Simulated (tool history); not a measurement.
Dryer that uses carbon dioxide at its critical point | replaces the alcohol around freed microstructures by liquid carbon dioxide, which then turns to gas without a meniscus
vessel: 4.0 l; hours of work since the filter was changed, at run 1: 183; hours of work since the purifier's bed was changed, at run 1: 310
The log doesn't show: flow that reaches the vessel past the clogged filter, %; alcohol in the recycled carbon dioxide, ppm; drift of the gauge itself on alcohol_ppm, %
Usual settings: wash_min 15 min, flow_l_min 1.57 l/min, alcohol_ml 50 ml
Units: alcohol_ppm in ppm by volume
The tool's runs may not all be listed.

run   hour  wash_min  flow_l_min  alcohol_ml  hours of work since the filter was changed  hours of work since the purifier's bed was changed  alcohol_ppm
  1    0.0        15        1.57          50                                         183                                                 310          164
  2   29.4        15        1.57          50                                         192                                                 319          174
  3   89.0        15        1.57          50                                         211                                                 338          181
  4  142.1        15        1.57          50                                         228                                                 355          183
  5  170.3        15        1.57          24                                         237                                                 364          111
     210.1  -- inlet filter changed
  6  218.9        15        1.79          85                                           3                                                 379          122
  7  275.2        15        1.79          50                                          21                                                 397           91
  8  300.4        17        1.57          38                                          29                                                 405           67
  9  343.0        21        1.90          46                                          42                                                 418           45
 10  381.0        21        1.90         117                                          54                                                 430           38

The same runs without the tool's hidden state, with the same run-to-run variation:
run  alcohol_ppm
  1          108
  2          118
  3          120
  4          117
  5           68
  6          100
  7           67
  8           43
  9           23
 10           13

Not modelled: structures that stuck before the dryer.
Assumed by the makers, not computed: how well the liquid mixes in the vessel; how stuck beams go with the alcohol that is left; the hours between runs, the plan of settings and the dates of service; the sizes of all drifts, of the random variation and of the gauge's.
